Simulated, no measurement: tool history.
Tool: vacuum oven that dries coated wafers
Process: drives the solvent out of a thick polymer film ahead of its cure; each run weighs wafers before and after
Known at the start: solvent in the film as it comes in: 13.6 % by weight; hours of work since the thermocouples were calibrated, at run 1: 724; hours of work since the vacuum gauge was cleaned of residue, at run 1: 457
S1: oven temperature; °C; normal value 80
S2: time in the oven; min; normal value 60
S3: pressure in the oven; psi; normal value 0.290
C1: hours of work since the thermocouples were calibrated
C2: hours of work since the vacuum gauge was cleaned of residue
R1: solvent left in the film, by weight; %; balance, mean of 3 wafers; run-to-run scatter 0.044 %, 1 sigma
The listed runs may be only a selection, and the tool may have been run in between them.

Run 1, hour 0.0: usual settings; C1 724; C2 457. Result: R1 2.22 %.
Run 2, hour 11.4: usual settings; C1 731; C2 464. Result: R1 2.20 %.
Run 3, hour 27.1: usual settings; C1 740; C2 474. Result: R1 2.19 %.
Run 4, hour 38.3: usual settings; C1 747; C2 481. Result: R1 2.15 %.
Run 5, hour 48.6: usual settings; C1 754; C2 487. Result: R1 2.15 %.
Run 6, hour 64.9: usual settings but S1 84 °C; C1 764; C2 497. Result: R1 1.69 %.
Run 7, hour 82.4: usual settings but S1 84 °C; C1 775; C2 508. Result: R1 1.79 %.
Run 8, hour 92.4: usual settings but S1 84 °C; C1 781; C2 514. Result: R1 1.72 %.
Run 9, hour 102.8: usual settings but S1 84 °C; C1 788; C2 521. Result: R1 1.71 %.
Run 10, hour 113.2: usual settings but S1 84 °C; C1 794; C2 527. Result: R1 1.72 %.
Run 11, hour 124.8: usual settings but S1 84 °C; C1 801; C2 534. Result: R1 1.72 %.
Run 12, hour 132.9: usual settings but S1 75 °C; C1 806; C2 539. Result: R1 3.18 %.
Run 13, hour 141.2: usual settings but S1 75 °C; C1 811; C2 545. Result: R1 3.21 %.
Run 14, hour 152.0: usual settings but S1 85 °C, S2 101 min, S3 0.247 psi; C1 818; C2 551. Result: R1 1.29 %.
Run 15, hour 169.3: usual settings but S1 83 °C, S2 86 min, S3 0.271 psi; C1 829; C2 562. Result: R1 1.51 %.
Run 16, hour 181.7: usual settings but S2 100 min, S3 1.046 psi; C1 837; C2 570. Result: R1 6.11 %.
Run 17, hour 192.5: usual settings but S3 0.263 psi; C1 843; C2 577. Result: R1 2.06 %.
Run 18, hour 203.6: usual settings but S3 0.263 psi; C1 850; C2 583. Result: R1 2.08 %.
Run 19, hour 215.8: usual settings but S3 0.263 psi; C1 858; C2 591. Result: R1 2.08 %.
Run 20, hour 230.6: usual settings but S1 91 °C, S2 102 min, S3 0.263 psi; C1 867; C2 600. Result: R1 1.05 %.
Run 21, hour 248.3: usual settings but S1 85 °C, S2 53 min, S3 0.567 psi; C1 878; C2 611. Result: R1 3.03 %.
Run 22, hour 262.9: usual settings but S1 92 °C, S2 40 min, S3 1.075 psi; C1 887; C2 620. Result: R1 3.98 %.
Run 23, hour 278.6: usual settings but S1 92 °C, S2 40 min, S3 1.075 psi; C1 897; C2 630. Result: R1 4.09 %.

Branching from run 23: 4 alternative next runs. What would each branch give?
Run A, hour 294.6: usual settings but S1 86 °C, S2 39 min, S3 0.242 psi; C1 907; C2 640. Result: R1 ?.
Run B, hour 294.6: usual settings but S1 82 °C, S2 106 min, S3 0.165 psi; C1 907; C2 640. Result: R1 ?.
Run C, hour 294.6: usual settings but S1 92 °C, S2 40 min, S3 0.222 psi; C1 907; C2 640. Result: R1 ?.
Run D, hour 294.6: usual settings but S1 75 °C, S2 72 min, S3 1.059 psi; C1 907; C2 640. Result: R1 ?.

run    R1
  A  1.75
  B  0.98
  C  1.09
  D  8.15
What these runs would have given with no unlogged condition in the tool:
run    R1
  A  1.48
  B  0.80
  C  0.92
  D  7.54
